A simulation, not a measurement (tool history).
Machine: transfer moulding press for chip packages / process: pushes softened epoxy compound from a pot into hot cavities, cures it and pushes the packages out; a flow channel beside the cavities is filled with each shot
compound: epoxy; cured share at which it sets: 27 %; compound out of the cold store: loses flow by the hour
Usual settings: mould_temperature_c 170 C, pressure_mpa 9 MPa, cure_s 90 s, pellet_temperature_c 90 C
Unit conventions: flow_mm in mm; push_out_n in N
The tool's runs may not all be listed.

run	hour	mould_temperature_c	pressure_mpa	cure_s	pellet_temperature_c	incoming compound's hours out of the cold store	flow_mm	push_out_n
1	0	170	9	90	90	16.3	650	561
2	35	170	9	90	90	44.4	558	779
3	84.5	170	9	90	90	32.1	583	1012
# hour 104: cavities cleaned with cleaning compound and waxed
4	116.9	170	9	90	90	33.1	581	619
5	168.3	170	9	90	90	39.3	558	889
# hour 210.7: cavities cleaned with cleaning compound and waxed
6	236.2	164	9	90	90	17.9	621	1125
7	301.5	164	9	90	90	41.6	528	1430
# hour 317.8: cavities cleaned with cleaning compound and waxed
8	336.9	164	9	90	90	39.9	537	983
# hour 360: mould's thermocouples calibrated
9	379	164	9	90	90	25.6	576	1406
# hour 423.6: cavities cleaned with cleaning compound and waxed
# hour 434.6: plunger's sealing rings changed
10	450.2	164	9	90	90	21.9	669	1191
11	514.7	164	9	90	90	37.9	589	1469
# hour 528.6: cavities cleaned with cleaning compound and waxed
12	567.5	164	9	90	90	33	613	1214
13	619.7	170	9.63	90	90	33.6	595	997
# hour 630.6: cavities cleaned with cleaning compound and waxed
14	653.9	170	9.63	90	90	25.5	629	710
15	701.5	170	9.63	112	88	9.6	680	738

Expected results for the next run?
# hour 733.1: cavities cleaned with cleaning compound and waxed
16	756.1	170	9.13	111	88	29.9	?	?

Run 16 produced flow_mm 582 mm, push_out_n 544 N.
With no hidden state in the tool, this same run would have given flow_mm 622 mm, push_out_n 406 N.
